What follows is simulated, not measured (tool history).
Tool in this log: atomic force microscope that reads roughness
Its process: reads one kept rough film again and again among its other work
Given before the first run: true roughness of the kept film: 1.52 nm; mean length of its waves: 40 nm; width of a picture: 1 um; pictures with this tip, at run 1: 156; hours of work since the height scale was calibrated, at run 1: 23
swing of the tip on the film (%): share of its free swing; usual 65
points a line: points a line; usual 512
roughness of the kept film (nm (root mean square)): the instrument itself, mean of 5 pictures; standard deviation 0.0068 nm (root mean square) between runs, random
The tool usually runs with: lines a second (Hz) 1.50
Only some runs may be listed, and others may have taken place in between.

run,day,lines a second (Hz),swing of the tip on the film (%),points a line,pictures with this tip,hours of work since the height scale was calibrated,roughness of the kept film (nm (root mean square))
1,0.000,1.50,65,512,156,23,1.314
# day 0.362: new tip fitted
2,0.708,2.36,65,512,13,33,1.333
3,1.762,1.50,65,309,52,47,1.345
4,2.446,1.50,65,309,77,56,1.351
5,3.212,1.50,65,309,105,66,1.333
6,3.771,1.50,65,309,126,74,1.312
7,4.346,1.50,65,512,147,82,1.338
# day 4.925: new tip fitted
8,5.033,1.50,65,512,4,91,1.385
9,5.571,1.50,65,512,24,98,1.378
10,6.488,1.50,65,512,57,110,1.362
11,7.512,1.50,65,512,95,124,1.347
12,8.317,1.50,65,512,125,135,1.337
13,8.988,1.50,65,512,150,144,1.318
# day 9.479: new tip fitted
14,9.717,1.50,65,512,9,153,1.376
15,10.329,1.50,58,512,31,162,1.404
16,10.800,1.50,65,265,49,168,1.349
17,11.662,1.50,65,265,81,180,1.344
18,12.471,1.50,64,512,111,191,1.345
19,13.179,1.50,64,512,137,200,1.324
20,13.742,1.50,57,512,157,208,1.354
# day 14.050: new tip fitted
21,14.812,1.50,57,512,28,222,1.410
22,15.654,1.50,57,512,59,233,1.402
23,16.483,1.50,69,512,90,244,1.329
24,17.238,1.50,69,512,118,254,1.311
25,17.725,1.50,69,512,136,261,1.317
# day 18.604: new tip fitted
26,18.671,1.41,65,707,3,273,1.388
27,19.417,1.41,65,707,31,284,1.390
28,20.050,1.41,65,707,54,292,1.363
29,20.642,1.41,65,707,76,300,1.363
30,21.596,0.52,65,908,111,313,1.398
31,22.104,1.50,82,757,130,320,1.219
32,22.742,1.50,82,757,153,328,1.217
# day 23.204: new tip fitted
33,23.346,1.50,82,757,5,336,1.276
34,24.254,1.50,82,757,38,348,1.266
35,24.896,1.50,82,757,62,357,1.260
36,25.604,1.27,59,871,88,367,1.381
37,26.196,0.69,58,871,110,375,1.409
38,27.017,0.69,58,871,140,386,1.396
# day 27.758: new tip fitted
39,27.758,1.29,70,492,0,395,1.376
40,28.221,1.29,60,492,17,402,1.416
41,28.783,1.29,60,492,38,409,1.402
42,29.262,1.50,69,512,56,416,1.340
43,29.854,1.50,65,281,77,424,1.346
44,30.404,3.80,65,346,98,431,1.232
45,31.362,3.80,65,346,133,444,1.221
46,31.983,0.63,89,308,156,452,1.285

5 ways to go on from here, each from the tool as it stands after run 46. What would each give?
# day 32.333: new tip fitted
A,32.967,2.20,62,875,24,465,?
# day 32.333: new tip fitted
B,32.967,1.22,89,427,24,465,?
# day 32.333: new tip fitted
C,32.967,0.50,79,373,24,465,?
# day 32.333: new tip fitted
D,32.967,0.52,70,761,24,465,?
# day 32.333: new tip fitted
E,32.967,0.63,89,921,24,465,?

run,roughness of the kept film (nm (root mean square))
A,1.365
B,1.250
C,1.408
D,1.433
E,1.356
With the hidden condition removed and each run's random variation left untouched, the same runs would have given:
run,roughness of the kept film (nm (root mean square))
A,1.369
B,1.253
C,1.411
D,1.437
E,1.360
